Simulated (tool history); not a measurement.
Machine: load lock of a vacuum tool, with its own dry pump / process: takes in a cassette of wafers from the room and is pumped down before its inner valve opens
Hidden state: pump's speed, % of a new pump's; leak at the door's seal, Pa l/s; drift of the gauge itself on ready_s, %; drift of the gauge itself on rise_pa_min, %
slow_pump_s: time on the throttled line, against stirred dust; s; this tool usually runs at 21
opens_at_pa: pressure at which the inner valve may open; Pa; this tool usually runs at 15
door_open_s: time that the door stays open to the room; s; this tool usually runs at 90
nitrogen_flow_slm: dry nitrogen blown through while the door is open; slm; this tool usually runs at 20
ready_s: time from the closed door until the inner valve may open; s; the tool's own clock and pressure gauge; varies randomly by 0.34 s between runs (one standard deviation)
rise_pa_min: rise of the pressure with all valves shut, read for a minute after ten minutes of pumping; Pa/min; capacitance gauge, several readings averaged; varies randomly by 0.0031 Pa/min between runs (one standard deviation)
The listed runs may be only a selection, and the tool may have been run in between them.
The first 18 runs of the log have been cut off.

run    hour  slow_pump_s  opens_at_pa  door_open_s  nitrogen_flow_slm  hours that the pump has run since its overhaul  times that the door has closed on its seal  incoming humidity of the room's air, %  ready_s  rise_pa_min
 19  2798.4           21           18           77                 20                                           10569                                       25662                                    45.2     31.9        0.076
 20  2977.7           31           11           33                 26                                           10748                                       26056                                    43.6     42.2        0.052
 21  3068.7           18           11           33                 13                                           10839                                       26255                                    46.4     30.3        0.065
 22  3261.2           21           23           46                 13                                           11031                                       26678                                    46.8     32.1        0.074
 23  3379.1           21           23           46                 13                                           11149                                       26937                                    44.0     30.8        0.064
 24  3474.3           30           15           90                 20                                           11245                                       27146                                    40.5     40.3        0.064
 25  3569.8           30           15           90                 20                                           11340                                       27356                                    45.5     39.2        0.078
 26  3703.1           30           15           90                 20                                           11473                                       27649                                    45.8     40.1        0.074
 27  3857.5           21           15           90                 34                                           11628                                       27988                                    47.2     32.5        0.058
 28  4074.3           21           15           90                 12                                           11844                                       28464                                    45.1     32.1        0.091
 29  4293.8           21           23           58                 20                                           12064                                       28946                                    46.7     31.7        0.070
 30  4417.5           15           15           90                 20                                           12188                                       29217                                    43.3     27.4        0.075
 31  4579.9           15           15           90                 20                                           12350                                       29574                                    42.2     28.0        0.070
 32  4680.9           15           15           90                 20                                           12451                                       29796                                    43.5     27.7        0.078
 33  4855.9           15           15           90                 20                                           12626                                       30180                                    46.6     27.9        0.075
 34  5062.8           21           13           90                 20                                           12833                                       30635                                    42.5     32.5        0.068
 35  5202.9           23           21           29                 10                                           12973                                       30942                                    46.3     33.6        0.066
 36  5317.4           23           21           29                 10                                           13088                                       31194                                    46.4     33.7        0.065
 37  5510.8           29           11           76                 25                                           13281                                       31618                                    43.0     39.8        0.063

Below are 3 alternative next runs, each starting from the tool's condition after run 37. Predict each:
  A  5628.8           12           12           90                 20                                           13399                                       31877                                    42.5        ?            ?
  B  5628.8           21           15          221                 13                                           13399                                       31877                                    44.8        ?            ?
  C  5628.8           21           11          109                 25                                           13399                                       31877                                    44.7        ?            ?

run  ready_s  rise_pa_min
  A     25.3        0.071
  B     32.8        0.112
  C     33.6        0.074
With the hidden condition removed and each run's random variation left untouched, the same runs would have given:
run  ready_s  rise_pa_min
  A     25.3        0.071
  B     32.8        0.111
  C     33.6        0.074

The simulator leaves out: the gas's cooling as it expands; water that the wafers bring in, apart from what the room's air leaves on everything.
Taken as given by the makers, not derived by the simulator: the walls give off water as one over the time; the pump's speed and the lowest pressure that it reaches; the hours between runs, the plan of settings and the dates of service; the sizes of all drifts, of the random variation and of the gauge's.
